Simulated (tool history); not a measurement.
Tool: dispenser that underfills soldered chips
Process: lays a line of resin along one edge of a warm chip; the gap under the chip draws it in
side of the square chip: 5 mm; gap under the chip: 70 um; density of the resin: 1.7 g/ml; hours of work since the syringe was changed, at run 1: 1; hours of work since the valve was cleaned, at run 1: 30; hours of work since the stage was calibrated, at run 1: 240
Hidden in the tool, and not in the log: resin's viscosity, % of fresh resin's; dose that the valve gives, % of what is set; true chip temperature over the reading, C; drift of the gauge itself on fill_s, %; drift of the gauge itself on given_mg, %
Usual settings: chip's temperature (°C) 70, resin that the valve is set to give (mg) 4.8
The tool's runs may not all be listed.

| run | day | chip's temperature (°C) | resin that the valve is set to give (mg) | hours of work since the syringe was changed | hours of work since the valve was cleaned | hours of work since the stage was calibrated | time until the resin shows at the far edge (s) | resin that the valve gave (mg) |
|---|---|---|---|---|---|---|---|---|
| 1 | 0 | 70 | 4.8 | 1 | 30 | 240 | 10.2 | 4.76 |
|  | 0.338 | new syringe of resin |
| 2 | 0.588 | 70 | 4.8 | 4 | 40 | 250 | 13.9 | 4.75 |
|  | 0.7 | new syringe of resin |
|  | 1.058 | new syringe of resin |
| 3 | 1.108 | 70 | 4.15 | 1 | 49 | 259 | 10.7 | 4.06 |
|  | 1.429 | new syringe of resin |
| 4 | 1.446 | 70 | 4.15 | 0 | 55 | 265 | 9.9 | 4.07 |
|  | 1.738 | dispensing valve cleaned and set on the balance |
|  | 1.842 | new syringe of resin |
| 5 | 1.888 | 75 | 4.8 | 1 | 2 | 271 | 8.7 | 4.8 |
|  | 2.221 | new syringe of resin |
| 6 | 2.354 | 75 | 4.8 | 2 | 10 | 279 | 10.3 | 4.76 |
|  | 2.592 | new syringe of resin |
| 7 | 2.675 | 75 | 4.8 | 1 | 16 | 284 | 8.9 | 4.77 |
|  | 2.95 | new syringe of resin |
| 8 | 3.088 | 70 | 4.8 | 2 | 22 | 291 | 11.1 | 4.79 |
|  | 3.329 | new syringe of resin |
| 9 | 3.604 | 70 | 4.8 | 5 | 31 | 300 | 14.5 | 4.77 |
|  | 3.717 | new syringe of resin |
| 10 | 3.942 | 70 | 4.26 | 4 | 37 | 306 | 13.2 | 4.2 |
|  | 4.117 | new syringe of resin |
| 11 | 4.408 | 70 | 5.35 | 5 | 45 | 314 | 14.6 | 5.27 |
|  | 4.5 | new syringe of resin |
| 12 | 4.75 | 81 | 4.81 | 4 | 50 | 319 | 10.4 | 4.7 |
|  | 4.9 | new syringe of resin |
| 13 | 5.067 | 74 | 5.67 | 3 | 56 | 325 | 10.4 | 5.57 |
|  | 5.254 | new syringe of resin |
|  | 5.296 | dispensing valve cleaned and set on the balance |
| 14 | 5.579 | 63 | 4.13 | 5 | 5 | 332 | 18.8 | 4.11 |
|  | 5.679 | new syringe of resin |
| 15 | 5.95 | 63 | 4.13 | 5 | 11 | 339 | 18.3 | 4.07 |
|  | 6.054 | new syringe of resin |
|  | 6.421 | new syringe of resin |
| 16 | 6.421 | 55 | 4.23 | 0 | 19 | 346 | 15.5 | 4.19 |
|  | 6.8 | new syringe of resin |
| 17 | 7.096 | 67 | 5.72 | 5 | 30 | 358 | 15.5 | 5.62 |
|  | 7.158 | new syringe of resin |
| 18 | 7.467 | 67 | 5.72 | 5 | 36 | 364 | 16.1 | 5.6 |
|  | 7.529 | new syringe of resin |
| 19 | 7.854 | 57 | 5.39 | 6 | 43 | 371 | 22.6 | 5.3 |
|  | 7.904 | new syringe of resin |
| 20 | 8.142 | 70 | 4.52 | 4 | 48 | 375 | 14.1 | 4.44 |

Some steps in time until the resin shows at the far edge (s) between neighbouring runs. How much of each would the tool show without its hidden state too (settings, what came in, random variation), and how much is left for the hidden state, with any gauge scatter that isn't in both results?
Run 13 -> 14: chip's temperature (°C) 74 -> 63, resin that the valve is set to give (mg) 5.67 -> 4.13, new syringe of resin, dispensing valve cleaned and set on the balance. time until the resin shows at the far edge (s) +8.4: hidden state +4.4, all else +4.
Run 15 -> 16: chip's temperature (°C) 63 -> 55, resin that the valve is set to give (mg) 4.13 -> 4.23, new syringe of resin, new syringe of resin. time until the resin shows at the far edge (s) -2.8: hidden state -6.3, all else +3.5.
Run 16 -> 17: chip's temperature (°C) 55 -> 67, resin that the valve is set to give (mg) 4.23 -> 5.72, new syringe of resin. time until the resin shows at the far edge (s) +0: hidden state +5.7, all else -5.7.
Run 19 -> 20: chip's temperature (°C) 57 -> 70, resin that the valve is set to give (mg) 5.39 -> 4.52, new syringe of resin. time until the resin shows at the far edge (s) -8.5: hidden state -4.7, all else -3.8.
